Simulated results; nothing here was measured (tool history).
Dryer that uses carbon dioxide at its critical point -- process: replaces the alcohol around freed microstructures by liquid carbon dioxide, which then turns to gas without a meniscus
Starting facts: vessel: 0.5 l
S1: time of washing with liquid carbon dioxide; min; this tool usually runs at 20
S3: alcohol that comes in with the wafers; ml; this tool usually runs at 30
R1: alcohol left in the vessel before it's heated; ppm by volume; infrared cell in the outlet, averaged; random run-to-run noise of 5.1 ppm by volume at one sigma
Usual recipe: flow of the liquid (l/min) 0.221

Run 1, hour 0: usual settings. Result: R1 99 ppm by volume.
Run 2, hour 21.8: usual settings. Result: R1 103 ppm by volume.
Run 3, hour 53: usual settings. Result: R1 108 ppm by volume.
Run 4, hour 95.8: usual settings. Result: R1 111 ppm by volume.
Run 5, hour 129.8: usual settings. Result: R1 99 ppm by volume.
Run 6, hour 171: usual settings but S1 15 min. Result: R1 394 ppm by volume.
Run 7, hour 210.1: usual settings but S1 15 min. Result: R1 385 ppm by volume.
Run 8, hour 235.3: usual settings but S1 15 min. Result: R1 405 ppm by volume.
Run 9, hour 255.8: usual settings but S1 15 min. Result: R1 432 ppm by volume.
Run 10, hour 275.4: usual settings but S3 20 ml. Result: R1 99 ppm by volume.
Run 11, hour 301.1: usual settings but S3 20 ml. Result: R1 118 ppm by volume.
Run 12, hour 341.1: usual settings but S3 20 ml. Result: R1 122 ppm by volume.
Run 13, hour 366.8: usual settings but S3 88 ml. Result: R1 317 ppm by volume.
Run 14, hour 398.5: usual settings but flow of the liquid (l/min) 0.146, S3 88 ml. Result: R1 2536 ppm by volume.
Run 15, hour 417.5: usual settings. Result: R1 142 ppm by volume.
Run 16, hour 449.3: usual settings but S1 15 min, flow of the liquid (l/min) 0.341, S3 27 ml. Result: R1 98 ppm by volume.
Run 17, hour 468.3: usual settings but S1 30 min, flow of the liquid (l/min) 0.342, S3 23 ml. Result: R1 88 ppm by volume.
Run 18, hour 497: usual settings but S1 21 min, flow of the liquid (l/min) 0.144, S3 92 ml. Result: R1 1967 ppm by volume.
Run 19, hour 538.8: usual settings but S1 21 min, flow of the liquid (l/min) 0.144, S3 92 ml. Result: R1 2048 ppm by volume.
Run 20, hour 558: usual settings but S1 21 min, flow of the liquid (l/min) 0.144, S3 92 ml. Result: R1 2131 ppm by volume.
Run 21, hour 587.2: usual settings but S1 13 min, flow of the liquid (l/min) 0.134, S3 25 ml. Result: R1 3803 ppm by volume.
Run 22, hour 626.8: usual settings but flow of the liquid (l/min) 0.21, S3 61 ml. Result: R1 326 ppm by volume.
Run 23, hour 647.7: usual settings but flow of the liquid (l/min) 0.21, S3 61 ml. Result: R1 337 ppm by volume.
Run 24, hour 688.8: usual settings but flow of the liquid (l/min) 0.143, S3 62 ml. Result: R1 2045 ppm by volume.
Run 25, hour 732.6: usual settings but S3 51 ml. Result: R1 209 ppm by volume.
Run 26, hour 772.9: usual settings but S3 51 ml. Result: R1 223 ppm by volume.
Run 27, hour 802.7: usual settings but S3 51 ml. Result: R1 226 ppm by volume.
Run 28, hour 842.1: usual settings but flow of the liquid (l/min) 0.285, S3 86 ml. Result: R1 169 ppm by volume.
Run 29, hour 864.7: usual settings but S1 17 min, flow of the liquid (l/min) 0.202, S3 56 ml. Result: R1 710 ppm by volume.
Run 30, hour 904.1: usual settings but S1 12 min, flow of the liquid (l/min) 0.202, S3 44 ml. Result: R1 2371 ppm by volume.

Between the runs listed above, the log contained 3 entries, not reproduced here. Where in the sequence does each belong, and how does what the log doesn't record of the tool's condition differ from the listed run before to the listed run after?
Run 4 -> run 5: inlet filter changed (hour 128.4)
  flow that reaches the vessel past the clogged filter, %: 94.3 -> 99.4; alcohol in the recycled carbon dioxide, ppm: 40.2 -> 44.4
  the result without the hidden state subtracted from the measured one, R1: +61 -> +41 ppm by volume
Run 14 -> run 15: inlet filter changed (hour 417.5)
  flow that reaches the vessel past the clogged filter, %: 93.9 -> 99.4; alcohol in the recycled carbon dioxide, ppm: 79.8 -> 82.4
  the result without the hidden state subtracted from the measured one, R1: +672 -> +82 ppm by volume
Run 24 -> run 25: inlet filter changed (hour 706.5)
  flow that reaches the vessel past the clogged filter, %: 93.8 -> 99.4; alcohol in the recycled carbon dioxide, ppm: 117.7 -> 122.8
  the result without the hidden state subtracted from the measured one, R1: +575 -> +121 ppm by volume
